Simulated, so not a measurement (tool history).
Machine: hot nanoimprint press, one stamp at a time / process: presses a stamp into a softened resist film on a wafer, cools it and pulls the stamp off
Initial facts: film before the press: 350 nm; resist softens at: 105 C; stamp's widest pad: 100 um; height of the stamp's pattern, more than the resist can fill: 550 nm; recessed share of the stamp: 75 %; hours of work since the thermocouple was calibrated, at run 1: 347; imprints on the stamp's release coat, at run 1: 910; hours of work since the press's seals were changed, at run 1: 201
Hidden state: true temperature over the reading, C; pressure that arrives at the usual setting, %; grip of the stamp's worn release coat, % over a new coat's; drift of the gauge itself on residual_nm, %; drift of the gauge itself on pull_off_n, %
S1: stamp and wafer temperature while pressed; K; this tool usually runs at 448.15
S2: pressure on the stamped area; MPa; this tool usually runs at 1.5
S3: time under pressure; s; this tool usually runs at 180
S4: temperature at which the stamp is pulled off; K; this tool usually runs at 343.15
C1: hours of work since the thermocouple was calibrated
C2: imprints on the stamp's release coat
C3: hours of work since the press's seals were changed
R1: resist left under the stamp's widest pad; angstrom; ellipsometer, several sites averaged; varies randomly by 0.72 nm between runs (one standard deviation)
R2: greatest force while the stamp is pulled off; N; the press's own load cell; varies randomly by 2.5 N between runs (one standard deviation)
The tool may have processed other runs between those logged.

run,hour,S1,S2,S3,S4,C1,C2,C3,R1,R2
1,0,448.15,1.5,180,343.15,347,910,201,2042,181
2,22.2,448.15,1.5,180,343.15,361,1000,215,2056,188
3,47,448.15,0.9,180,343.15,377,1100,230,2470,190
4,70.5,448.15,0.9,180,343.15,391,1195,245,2477,193
5,86.4,448.15,0.9,180,343.15,401,1260,255,2470,193
# hour 101: plate thermocouple calibrated
# hour 113.6: stamp cleaned and given a new release coat
6,113.6,448.15,0.9,180,343.15,4,0,266,2378,144
7,135.6,448.15,0.9,180,343.15,18,89,280,2364,147
8,164.9,448.15,0.9,180,343.15,36,208,298,2374,151
9,193.8,449.15,0.9,180,343.15,54,325,316,2336,155
10,215,448.15,1.5,166,343.15,67,411,329,2033,157
11,249.3,448.15,1.5,166,343.15,88,550,350,2037,167
12,263.7,448.15,1.5,166,343.15,97,608,359,2047,165
13,294.2,448.15,1.5,180,343.15,116,732,378,1998,173
14,316.6,448.15,1.5,303,343.15,130,822,392,1683,178
15,340.3,448.15,1.5,303,343.15,145,918,407,1691,178
16,371.9,437.15,1.15,303,343.15,165,1046,427,2620,182
17,406.1,437.15,1.15,303,343.15,186,1185,448,2625,189
18,433.2,437.15,1.15,303,343.15,203,1295,465,2631,199
# hour 449.9: stamp cleaned and given a new release coat
19,465.3,437.15,1.15,303,343.15,219,62,481,2623,150
20,483.6,437.15,1.15,303,343.15,230,137,492,2643,157
21,510,444.15,1.96,198,336.15,247,243,509,2033,187
22,525.9,448.15,1.5,256,343.15,256,308,519,1816,157
23,559.8,440.15,1.14,256,345.15,278,445,540,2576,159
24,581.5,448.15,1.5,180,342.15,291,533,553,2069,175
25,608.5,452.15,1.86,266,343.15,308,642,570,1436,172
26,631.2,448.15,0.93,108,343.15,322,734,584,2742,180
27,666.4,443.15,0.93,102,340.15,344,877,606,2990,200
28,682.5,440.15,1.07,180,329.15,354,942,616,2806,265
29,711.1,440.15,1.07,180,329.15,372,1058,634,2824,268

Branching from run 29: 5 alternative next runs. What would each branch give?
A,726.1,448.15,1.5,180,343.15,381,1119,643,?,?
B,726.1,440.15,0.95,180,329.15,381,1119,643,?,?
C,726.1,440.15,2.38,188,329.15,381,1119,643,?,?
D,726.1,459.15,1.07,180,329.15,381,1119,643,?,?
E,726.1,454.15,1.41,180,329.15,381,1119,643,?,?

run,R1,R2
A,2103,197
B,2887,266
C,2235,270
D,1706,268
E,1772,260
Take away the tool's hidden state, keep each run's random variation, and the runs would have read:
run,R1,R2
A,1950,146
B,2771,201
C,2053,203
D,1586,202
E,1637,196
